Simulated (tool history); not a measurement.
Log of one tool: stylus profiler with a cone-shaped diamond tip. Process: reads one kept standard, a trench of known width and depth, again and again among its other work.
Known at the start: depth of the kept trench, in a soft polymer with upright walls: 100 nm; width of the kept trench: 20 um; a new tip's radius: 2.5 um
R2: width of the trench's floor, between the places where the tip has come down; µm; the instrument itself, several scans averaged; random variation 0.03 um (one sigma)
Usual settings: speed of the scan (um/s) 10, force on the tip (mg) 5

Run 1, hour 0: usual settings. Result: depth of the trench (nm) 101.06, R2 18.51 µm.
Run 2, hour 113.8: usual settings. Result: depth of the trench (nm) 100.98, R2 18.52 µm.
Run 3, hour 241.6: usual settings but force on the tip (mg) 6.63. Result: depth of the trench (nm) 101.36, R2 18.5 µm.
Run 4, hour 313.4: usual settings but force on the tip (mg) 6.63. Result: depth of the trench (nm) 101.17, R2 18.48 µm.
Run 5, hour 396.3: usual settings but force on the tip (mg) 3.39. Result: depth of the trench (nm) 100.7, R2 18.44 µm.
Run 6, hour 475.7: usual settings but speed of the scan (um/s) 2. Result: depth of the trench (nm) 100.89, R2 18.5 µm.
Run 7, hour 567.1: usual settings but speed of the scan (um/s) 2. Result: depth of the trench (nm) 100.99, R2 18.59 µm.
Run 8, hour 625.5: usual settings but speed of the scan (um/s) 5. Result: depth of the trench (nm) 100.92, R2 18.45 µm.
Run 9, hour 733.2: usual settings but speed of the scan (um/s) 5. Result: depth of the trench (nm) 100.89, R2 18.43 µm.
Run 10, hour 840.2: usual settings but speed of the scan (um/s) 5. Result: depth of the trench (nm) 100.78, R2 18.37 µm.
Run 11, hour 906.7: usual settings but speed of the scan (um/s) 5, force on the tip (mg) 4.17. Result: depth of the trench (nm) 100.69, R2 18.42 µm.
Run 12, hour 1021.9: usual settings but speed of the scan (um/s) 5, force on the tip (mg) 4.17. Result: depth of the trench (nm) 100.7, R2 18.4 µm.
Run 13, hour 1127.6: usual settings but speed of the scan (um/s) 5, force on the tip (mg) 4.17. Result: depth of the trench (nm) 100.59, R2 18.35 µm.
Run 14, hour 1250.2: usual settings but speed of the scan (um/s) 5, force on the tip (mg) 9.17. Result: depth of the trench (nm) 101.35, R2 18.32 µm.
Run 15, hour 1337.4: usual settings but speed of the scan (um/s) 5, force on the tip (mg) 9.17. Result: depth of the trench (nm) 101.35, R2 18.3 µm.
Run 16, hour 1435.6: usual settings. Result: depth of the trench (nm) 100.85, R2 18.3 µm.
Run 17, hour 1524.5: usual settings. Result: depth of the trench (nm) 100.87, R2 18.25 µm.
At hour 1535: height scale calibrated on a step standard.
Run 18, hour 1607.6: usual settings. Result: depth of the trench (nm) 100.79, R2 18.28 µm.
Run 19, hour 1660.3: usual settings. Result: depth of the trench (nm) 100.59, R2 18.18 µm.
Run 20, hour 1783.8: usual settings but speed of the scan (um/s) 34, force on the tip (mg) 7.37. Result: depth of the trench (nm) 100.91, R2 18.23 µm.
Run 21, hour 1859.2: usual settings but speed of the scan (um/s) 34, force on the tip (mg) 7.37. Result: depth of the trench (nm) 101.04, R2 18.17 µm.
Run 22, hour 1960.6: usual settings but speed of the scan (um/s) 5, force on the tip (mg) 11.79. Result: depth of the trench (nm) 101.52, R2 18.17 µm.
Run 23, hour 2054.7: usual settings but speed of the scan (um/s) 7, force on the tip (mg) 5.39. Result: depth of the trench (nm) 100.69, R2 18.18 µm.
Run 24, hour 2150.3: usual settings but speed of the scan (um/s) 2, force on the tip (mg) 11.21. Result: depth of the trench (nm) 101.28, R2 18.17 µm.
Run 25, hour 2227.9: usual settings but speed of the scan (um/s) 28, force on the tip (mg) 12.35. Result: depth of the trench (nm) 101.4, R2 18.15 µm.
At hour 2276.8: height scale calibrated on a step standard, once more.
Run 26, hour 2330.1: usual settings but speed of the scan (um/s) 17, force on the tip (mg) 2.55. Result: depth of the trench (nm) 100.73, R2 18.18 µm.
Run 27, hour 2439: usual settings but force on the tip (mg) 2.83. Result: depth of the trench (nm) 100.73, R2 18.1 µm.
Run 28, hour 2547.1: usual settings but force on the tip (mg) 2.83. Result: depth of the trench (nm) 100.72, R2 18.1 µm.
Run 29, hour 2655.2: usual settings but speed of the scan (um/s) 25, force on the tip (mg) 13.76. Result: depth of the trench (nm) 102.06, R2 18.1 µm.
Run 30, hour 2767.1: usual settings but speed of the scan (um/s) 26, force on the tip (mg) 4.11. Result: depth of the trench (nm) 100.78, R2 18.04 µm.
Run 31, hour 2894.3: usual settings but speed of the scan (um/s) 8, force on the tip (mg) 1.9. Result: depth of the trench (nm) 100.47, R2 17.98 µm.
Run 32, hour 2982.1: usual settings but speed of the scan (um/s) 7, force on the tip (mg) 5.95. Result: depth of the trench (nm) 101.15, R2 17.98 µm.
Run 33, hour 3097.4: usual settings but speed of the scan (um/s) 2, force on the tip (mg) 2.69. Result: depth of the trench (nm) 100.61, R2 18.01 µm.
Run 34, hour 3161.6: usual settings but speed of the scan (um/s) 15, force on the tip (mg) 6.11. Result: depth of the trench (nm) 101.08, R2 17.97 µm.
Run 35, hour 3227.1: usual settings but speed of the scan (um/s) 15, force on the tip (mg) 6.11. Result: depth of the trench (nm) 101.26, R2 17.91 µm.
Run 36, hour 3305.2: usual settings but speed of the scan (um/s) 35, force on the tip (mg) 5.42. Result: depth of the trench (nm) 100.99, R2 17.96 µm.
Run 37, hour 3407.2: usual settings but speed of the scan (um/s) 15, force on the tip (mg) 7.66. Result: depth of the trench (nm) 101.25, R2 17.95 µm.
Run 38, hour 3527.2: usual settings but force on the tip (mg) 6.27. Result: depth of the trench (nm) 101.04, R2 17.93 µm.

Hidden state or all else? Some run-to-run changes of depth of the trench (nm), split into what the settings, what came in and random variation would give without the hidden state, and what is left for the hidden state (with any gauge scatter that isn't in both results):
The hidden state here: radius of the tip, um; height scale over the true one, %; drift of the gauge itself on depth_nm, %; drift of the gauge itself on floor_um, %.
Run 13 -> 14: force on the tip (mg) 4.17 -> 9.17. depth of the trench (nm) +0.76: hidden state -0.03, all else +0.79.
Run 17 -> 18: height scale calibrated on a step standard. depth of the trench (nm) -0.08: hidden state -0.1, all else +0.02.
Run 22 -> 23: speed of the scan (um/s) 5 -> 7, force on the tip (mg) 11.79 -> 5.39. depth of the trench (nm) -0.83: hidden state -0.02, all else -0.81.
Run 25 -> 26: speed of the scan (um/s) 28 -> 17, force on the tip (mg) 12.35 -> 2.55, height scale calibrated on a step standard, once more. depth of the trench (nm) -0.67: hidden state +0.54, all else -1.21.
Run 28 -> 29: speed of the scan (um/s) 10 -> 25, force on the tip (mg) 2.83 -> 13.76. depth of the trench (nm) +1.34: hidden state -0.01, all else +1.35.
Run 29 -> 30: speed of the scan (um/s) 25 -> 26, force on the tip (mg) 13.76 -> 4.11. depth of the trench (nm) -1.28: hidden state -0.02, all else -1.26.
